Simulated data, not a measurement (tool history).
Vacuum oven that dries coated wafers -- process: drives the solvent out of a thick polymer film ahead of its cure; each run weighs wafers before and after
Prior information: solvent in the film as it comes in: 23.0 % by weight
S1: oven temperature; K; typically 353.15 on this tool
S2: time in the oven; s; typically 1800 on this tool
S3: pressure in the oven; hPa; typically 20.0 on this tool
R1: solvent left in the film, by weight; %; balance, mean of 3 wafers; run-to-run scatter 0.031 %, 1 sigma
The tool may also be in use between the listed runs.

run,day,S1,S2,S3,R1
1,0.000,353.15,1800,20.0,1.70
2,1.771,353.15,1800,20.0,1.65
3,3.438,353.15,1800,20.0,1.68
4,4.733,353.15,1800,20.0,1.66
5,6.138,353.15,1800,20.0,1.72
6,7.258,353.15,1440,20.0,2.36
7,8.054,366.15,1140,24.1,0.89
8,9.708,354.15,2580,25.4,1.19
9,10.892,353.15,1260,15.6,2.73
10,12.575,353.15,1260,15.6,2.81
11,13.721,352.15,1800,75.2,4.29

Branching from run 11: 5 alternative next runs. What would each branch give?
A,15.654,360.15,1800,51.3,?
B,15.654,352.15,1560,46.9,?
C,15.654,346.15,1140,12.8,?
D,15.654,353.15,1020,75.2,?
E,15.654,352.15,1800,16.6,?

run,R1
A,1.80
B,3.50
C,5.88
D,6.05
E,1.76
The same runs, with their run-to-run variation unchanged, on a tool lacking any hidden condition would have given:
run,R1
A,1.81
B,3.51
C,5.90
D,6.07
E,1.77
